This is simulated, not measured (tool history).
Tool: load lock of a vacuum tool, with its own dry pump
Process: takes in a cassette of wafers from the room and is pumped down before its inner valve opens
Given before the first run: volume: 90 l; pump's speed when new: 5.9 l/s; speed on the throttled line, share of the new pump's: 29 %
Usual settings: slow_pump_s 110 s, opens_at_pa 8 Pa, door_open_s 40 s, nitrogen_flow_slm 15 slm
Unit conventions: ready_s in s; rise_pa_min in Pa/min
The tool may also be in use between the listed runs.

run      day  slow_pump_s  opens_at_pa  door_open_s  nitrogen_flow_slm  incoming humidity of the room's air, %  ready_s  rise_pa_min
  1        0          110            8           40                 15                                    45.4      230        0.436
  2   10.508          110            8           40                 15                                    47.8      230        0.453
  3     16.4          110            8           40                 15                                    40.2      232        0.463
  4   25.388          110            8           40                 15                                    46.6    231.9        0.476
  5   36.783          110            8           40                 15                                    43.3    234.8        0.486
  6   43.008          110            8          202                 15                                    42.2    231.8        0.534
  7   55.517          110            8          202                 15                                    45.7    234.7        0.559
  8   68.992          110            6           40                 15                                    46.1    235.9        0.552
  9   82.204           74            8           40                 15                                    46.3    208.9        0.569
 10   91.654           58            8           40                 15                                    45.4    196.8        0.576
 11   99.696          138            8           40                 15                                    43.9    252.8        0.596
 12  111.192          110            8           40                  4                                    47.3    230.8        0.618
 13  120.204          110            8           40                 15                                    43.5    235.6        0.616
 14  132.025          110            8           43                 11                                    46.5    233.4         0.64
 15  139.033          110           13          178                 10                                    46.6    226.8        0.685
 16  145.833          110            8           40                 21                                    41.1    234.6        0.659
 17  154.725          110            8           40                 21                                    42.6    235.3        0.682
 18  167.738          110            8           40                 21                                    41.5    237.5        0.703
 19   181.25          162            6           40                 21                                    46.4    281.6        0.731
     185.392  -- door's seal changed, seat wiped
 20  195.271          162            6           40                 21                                      46    275.8        0.011
 21  203.967          110           15           40                  8                                    46.1    226.4        0.023
 22  215.729          139           15           40                 45                                    44.9    244.4        0.016
 23  222.108          107           10           90                 31                                    43.8    234.2        0.031
 24  231.892          110            7          169                 15                                    46.8    245.7        0.058
 25  242.417           81           16          169                 10                                    48.2    206.1        0.065
 26   255.55          110            8           40                 20                                    44.4    241.8        0.046

3 ways to go on from here, each from the tool as it stands after run 26. What would each give?
  A  265.467          110            8          141                 17                                    45.4        ?            ?
  B  265.467          110           13           79                 15                                    49.2        ?            ?
  C  265.467          110           13           40                  8                                    42.6        ?            ?

run  ready_s  rise_pa_min
  A    239.6        0.065
  B    232.1        0.062
  C    228.9        0.057
Without the tool's unlogged condition, the same runs would have read:
run  ready_s  rise_pa_min
  A    222.3        0.033
  B    215.5        0.029
  C    212.5        0.023
